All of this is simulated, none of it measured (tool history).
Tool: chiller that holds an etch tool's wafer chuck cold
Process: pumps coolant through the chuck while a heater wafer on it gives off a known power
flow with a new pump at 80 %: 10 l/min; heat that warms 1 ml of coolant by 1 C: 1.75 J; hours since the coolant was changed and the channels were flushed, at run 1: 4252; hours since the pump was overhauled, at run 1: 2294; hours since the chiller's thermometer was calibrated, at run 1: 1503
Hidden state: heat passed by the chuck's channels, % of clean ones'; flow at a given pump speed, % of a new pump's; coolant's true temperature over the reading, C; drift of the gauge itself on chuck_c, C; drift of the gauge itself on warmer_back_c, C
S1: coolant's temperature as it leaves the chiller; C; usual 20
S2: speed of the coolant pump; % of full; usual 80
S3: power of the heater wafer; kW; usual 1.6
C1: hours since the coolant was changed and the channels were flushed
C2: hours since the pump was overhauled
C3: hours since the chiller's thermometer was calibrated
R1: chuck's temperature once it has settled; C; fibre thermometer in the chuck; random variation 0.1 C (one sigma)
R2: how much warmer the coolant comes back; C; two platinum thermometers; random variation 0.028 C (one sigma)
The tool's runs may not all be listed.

run,hour,S1,S2,S3,C1,C2,C3,R1,R2
1,0,20,80,1.6,4252,2294,1503,39.7,5.62
2,76.2,20,80,1.6,4328,2370,1579,39.9,5.67
3,141.1,20,97,1.6,4393,2435,1644,36.9,4.7
4,226.7,20,97,1.545,4479,2521,1730,36.5,4.56
5,292.6,20,80,1.6,4544,2587,1795,40.1,5.64
6,377,20,67,1.6,4629,2671,1880,43.1,6.78
7,420.6,20,67,1.6,4673,2715,1923,43.1,6.7
8,488,20,67,1.6,4740,2782,1991,43.2,6.79
9,553.4,20,80,1.6,4805,2848,2056,40.1,5.65
10,610.6,20,80,1.6,4863,2905,2114,40.3,5.7
11,694.3,20,80,1.6,4946,2989,2197,40.1,5.64
12,779.1,20,80,2.041,5031,3073,2282,45.7,7.32
13,871.1,12,80,2.041,5123,3165,2374,38,7.27
14,954.8,15,77,1.274,5207,3249,2458,32,4.71
15,1035.4,26,80,1.778,5287,3330,2538,48.7,6.33
16,1120,26,80,1.778,5372,3414,2623,48.8,6.38
17,1218.8,21,68,1.6,5471,3513,2722,44.4,6.75
18,1290.2,24,72,1.6,5542,3584,2793,46.5,6.39
19,1378.9,14,72,1.266,5631,3673,2882,32,5.07
20,1454.8,20,73,1.6,5707,3749,2958,42.4,6.33
21,1517.5,20,73,1.6,5769,3812,3020,42.6,6.28
22,1613.6,14,96,1.6,5866,3908,3116,32.3,4.85
23,1699.8,18,82,1.156,5952,3994,3203,33,4.09
24,1783.9,19,80,1.6,6036,4078,3287,40.1,5.81

Forecast each of these 3 alternatives for the next run:
# hour 1875: chiller's thermometer calibrated
A,1879.6,26,70,1.339,6130,4173,5,?,?
# hour 1875: chiller's thermometer calibrated
B,1879.6,20,80,0.892,6130,4173,5,?,?
# hour 1875: chiller's thermometer calibrated
C,1879.6,27,71,0.85,6130,4173,5,?,?

run,R1,R2
A,45,5.51
B,31.3,3.22
C,39,3.41
Without the tool's hidden state the same runs would have given:
run,R1,R2
A,42.2,5.22
B,29.7,3.06
C,37.3,3.24
